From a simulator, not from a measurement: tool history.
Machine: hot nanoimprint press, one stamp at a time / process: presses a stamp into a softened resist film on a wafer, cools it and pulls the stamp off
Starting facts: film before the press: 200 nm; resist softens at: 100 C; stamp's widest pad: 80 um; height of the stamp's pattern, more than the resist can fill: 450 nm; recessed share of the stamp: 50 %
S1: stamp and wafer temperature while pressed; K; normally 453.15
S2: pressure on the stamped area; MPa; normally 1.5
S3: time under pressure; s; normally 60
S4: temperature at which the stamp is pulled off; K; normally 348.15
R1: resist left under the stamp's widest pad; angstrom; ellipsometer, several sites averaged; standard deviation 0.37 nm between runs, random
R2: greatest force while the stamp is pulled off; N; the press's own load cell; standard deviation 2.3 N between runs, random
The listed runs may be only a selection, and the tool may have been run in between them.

| run | hour | S1 | S2 | S3 | S4 | R1 | R2 |
|---|---|---|---|---|---|---|---|
| 1 | 0 | 453.15 | 1.5 | 60 | 348.15 | 904 | 108 |
| 2 | 5.7 | 453.15 | 1.5 | 60 | 348.15 | 907 | 107 |
| 3 | 13 | 453.15 | 1.5 | 60 | 348.15 | 900 | 112 |
| 4 | 22.6 | 453.15 | 1.5 | 60 | 348.15 | 898 | 110 |
| 5 | 33.3 | 453.15 | 1.15 | 60 | 348.15 | 1031 | 108 |
| 6 | 39.9 | 453.15 | 1.5 | 60 | 348.15 | 908 | 108 |
| 7 | 46.7 | 453.15 | 1.5 | 60 | 348.15 | 908 | 110 |
| 8 | 52.2 | 453.15 | 1.5 | 60 | 348.15 | 915 | 103 |
| 9 | 57.6 | 453.15 | 1.5 | 60 | 348.15 | 906 | 108 |
| 10 | 66.6 | 453.15 | 1.5 | 60 | 348.15 | 903 | 105 |
| 11 | 73.8 | 453.15 | 2.36 | 60 | 348.15 | 694 | 106 |
| 12 | 83.9 | 459.15 | 1.5 | 60 | 349.15 | 755 | 102 |
| 13 | 93.7 | 462.15 | 1.64 | 94 | 354.15 | 557 | 94 |
| 14 | 99.6 | 462.15 | 1.64 | 94 | 354.15 | 551 | 93 |
| 15 | 110.3 | 462.15 | 1.4 | 67 | 353.15 | 692 | 91 |
| 16 | 115.5 | 462.15 | 1.4 | 67 | 353.15 | 692 | 95 |
| 17 | 120.3 | 444.15 | 1.5 | 73 | 348.15 | 1148 | 110 |
| 18 | 127.6 | 446.15 | 1.5 | 60 | 348.15 | 1155 | 107 |
| 19 | 133.8 | 463.15 | 1.5 | 60 | 348.15 | 673 | 108 |

Predict each of these 5 candidate next runs independently; none follows another, all start after run 19:
| A | 143.1 | 454.15 | 1.27 | 60 | 345.15 | ? | ? |
| B | 143.1 | 463.15 | 1.31 | 41 | 348.15 | ? | ? |
| C | 143.1 | 456.15 | 1.5 | 37 | 354.15 | ? | ? |
| D | 143.1 | 461.15 | 1.5 | 60 | 348.15 | ? | ? |
| E | 143.1 | 463.15 | 2.27 | 60 | 348.15 | ? | ? |

| run | R1 | R2 |
|---|---|---|
| A | 967 | 118 |
| B | 825 | 106 |
| C | 981 | 94 |
| D | 714 | 107 |
| E | 524 | 109 |
Stripped of hidden state, with their random variation kept, the same runs would have yielded:
| run | R1 | R2 |
|---|---|---|
| A | 955 | 118 |
| B | 815 | 105 |
| C | 969 | 94 |
| D | 705 | 106 |
| E | 517 | 109 |
